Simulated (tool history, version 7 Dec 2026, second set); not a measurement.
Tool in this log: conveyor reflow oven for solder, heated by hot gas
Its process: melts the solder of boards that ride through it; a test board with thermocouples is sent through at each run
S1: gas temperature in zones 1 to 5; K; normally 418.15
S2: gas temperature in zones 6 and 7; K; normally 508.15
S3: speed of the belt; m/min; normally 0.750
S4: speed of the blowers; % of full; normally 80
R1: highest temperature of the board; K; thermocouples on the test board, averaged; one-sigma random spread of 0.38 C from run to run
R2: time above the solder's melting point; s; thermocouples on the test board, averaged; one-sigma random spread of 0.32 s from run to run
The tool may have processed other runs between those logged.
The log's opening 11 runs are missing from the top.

| run | hour | S1 | S2 | S3 | S4 | R1 | R2 |
|---|---|---|---|---|---|---|---|
| 12 | 166.0 | 418.15 | 508.15 | 0.750 | 80 | 490.75 | 44.1 |
| 13 | 183.3 | 418.15 | 508.15 | 0.750 | 80 | 490.95 | 44.8 |
| 14 | 200.4 | 418.15 | 508.15 | 0.750 | 80 | 490.75 | 44.7 |
| 15 | 213.6 | 418.15 | 508.15 | 0.750 | 80 | 490.95 | 44.0 |
| 16 | 224.8 | 418.15 | 506.15 | 0.750 | 80 | 489.05 | 43.6 |
| 17 | 239.1 | 418.15 | 506.15 | 0.750 | 80 | 489.15 | 42.4 |
| 18 | 253.9 | 406.15 | 512.15 | 0.794 | 79 | 489.05 | 37.3 |
| 19 | 268.5 | 425.15 | 499.15 | 0.750 | 80 | 485.25 | 42.4 |
| 20 | 287.8 | 432.15 | 499.15 | 0.750 | 80 | 485.85 | 46.4 |
| 21 | 304.8 | 418.15 | 508.15 | 0.750 | 61 | 484.35 | 38.8 |
| 22 | 313.1 | 418.15 | 508.15 | 0.680 | 52 | 484.45 | 43.0 |
| 23 | 327.7 | 416.15 | 501.15 | 0.793 | 74 | 481.65 | 34.2 |
| 24 | 346.1 | 433.15 | 503.15 | 0.837 | 52 | 476.95 | 32.8 |
| 25 | 359.4 | 433.15 | 503.15 | 0.662 | 52 | 485.25 | 51.9 |
| 26 | 367.5 | 431.15 | 501.15 | 0.879 | 60 | 476.15 | 30.5 |
| 27 | 382.6 | 418.15 | 514.15 | 0.750 | 86 | 496.45 | 47.0 |
| 28 | 400.7 | 404.15 | 500.15 | 0.638 | 71 | 483.15 | 42.3 |
| 29 | 416.6 | 406.15 | 504.15 | 0.652 | 53 | 480.25 | 38.3 |
| 30 | 430.0 | 424.15 | 514.15 | 0.750 | 80 | 495.85 | 48.3 |
| 31 | 443.2 | 424.15 | 514.15 | 0.750 | 80 | 496.75 | 48.9 |
| 32 | 452.2 | 412.15 | 515.15 | 0.750 | 80 | 494.55 | 45.1 |

Here are 3 independent what-if runs from the current tool condition. What would each one return?
| A | 467.1 | 404.15 | 497.15 | 0.729 | 80 | ? | ? |
| B | 467.1 | 417.15 | 507.15 | 0.750 | 87 | ? | ? |
| C | 467.1 | 412.15 | 508.15 | 0.750 | 80 | ? | ? |

| run | R1 | R2 |
|---|---|---|
| A | 478.45 | 33.3 |
| B | 490.55 | 44.5 |
| C | 489.15 | 41.0 |
With the hidden condition removed and each run's random variation left untouched, the same runs would have given:
| run | R1 | R2 |
|---|---|---|
| A | 478.85 | 33.6 |
| B | 491.05 | 44.5 |
| C | 489.65 | 41.0 |
